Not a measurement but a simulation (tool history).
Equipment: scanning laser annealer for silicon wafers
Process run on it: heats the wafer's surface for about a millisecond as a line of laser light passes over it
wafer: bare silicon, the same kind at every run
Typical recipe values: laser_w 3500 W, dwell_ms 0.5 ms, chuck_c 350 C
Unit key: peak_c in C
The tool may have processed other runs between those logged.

run   hour  laser_w  dwell_ms  chuck_c  peak_c
  1      0     3500       0.5      350    1132
  2    6.9     3500       0.5      350    1132
  3   18.6     3500       0.5      335    1117
  4   33.2     3500       0.5      335    1118
  5   42.1     3500       0.5      335    1120
  6   55.2     3500       0.5      335    1118
  7   68.2     3032       0.5      335     991
  8   83.4     3032       0.5      335     997
  9   93.6     3500       0.5      350    1133
 10  106.3     3500     0.401      350    1055
 11  118.3     3500       0.5      323    1110
 12  128.2     3500       0.5      323    1108
 13  138.8     3500       0.5      323    1108
 14  151.2     3500       0.5      323    1107
 15  162.2     3500       0.5      350    1132
 16  168.9     3500       0.5      350    1134
 17    183     3500       0.5      350    1132
 18  191.9     3500       0.5      350    1133
 19  199.7     3682       0.5      350    1182
 20  213.6     3500       0.5      314    1100
 21  222.3     3500       0.5      314    1098
 22  233.5     3339     0.619      376    1196
 23  241.9     3535     0.469      376    1145
 24  250.5     3535     0.469      376    1141
 25  262.9     3248     0.469      385    1077
 26  271.4     3026     0.494      337     992
 27  281.4     3649     0.497      350    1171
 28  295.8     3718     0.498      350    1189
 29  309.7     3073     0.582      323    1042
 30  316.5     3073     0.582      323    1044
 31  327.4     3837     0.461      363    1206
 32  340.5     3315      0.44      350    1038
       356  -- window over the wafer cleaned
 33  356.8     3649      0.44      350    1126
 34  369.3     3649      0.44      350    1126

Expected results for the next run?
 35   377     3410     0.604      383       ?

peak_c: 1214 C
With the hidden condition absent and the run-to-run variation left alone, this run would have shown peak_c 1214 C.

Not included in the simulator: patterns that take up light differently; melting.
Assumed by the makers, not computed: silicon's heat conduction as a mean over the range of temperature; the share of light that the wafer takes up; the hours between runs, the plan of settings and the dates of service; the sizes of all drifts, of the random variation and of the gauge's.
